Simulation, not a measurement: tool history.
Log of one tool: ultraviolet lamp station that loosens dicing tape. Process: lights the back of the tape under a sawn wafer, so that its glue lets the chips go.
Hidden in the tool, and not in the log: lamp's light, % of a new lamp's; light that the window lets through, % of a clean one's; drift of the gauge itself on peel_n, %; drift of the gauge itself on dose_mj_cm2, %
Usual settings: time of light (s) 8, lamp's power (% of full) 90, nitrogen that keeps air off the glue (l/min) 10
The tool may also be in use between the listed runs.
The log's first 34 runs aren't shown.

run,hour,time of light (s),lamp's power (% of full),nitrogen that keeps air off the glue (l/min),hours of work of the lamp,hours of work since the window was cleaned,force that peels the tape off (N),light that reached the tape (J/m2)
35,1950.8,7,86,12,508,250,0.258,2900
36,2004.3,7,86,12,536,278,0.247,2890
37,2045,4,86,12,558,300,0.747,1650
38,2119.6,4,86,12,597,339,0.745,1640
39,2159.1,10,90,6,618,360,0.208,4360
40,2206,5,90,11,643,384,0.465,2180
# hour 2210.6: window cleaned of glue's vapour
41,2249.8,7,80,6,665,21,0.47,2690
# hour 2257.6: lamp changed
42,2286.9,7,80,6,15,40,0.455,2670

3 ways to go on from here, each from the tool as it stands after run 42. What would each give?
A,2366.1,8,82,10,57,81,?,?
B,2366.1,7,85,6,57,81,?,?
C,2366.1,4,80,6,57,81,?,?

run,force that peels the tape off (N),light that reached the tape (J/m2)
A,0.253,3180
B,0.397,2900
C,1.386,1590
Without the tool's hidden state the same runs would have given:
run,force that peels the tape off (N),light that reached the tape (J/m2)
A,0.252,3180
B,0.396,2910
C,1.385,1590
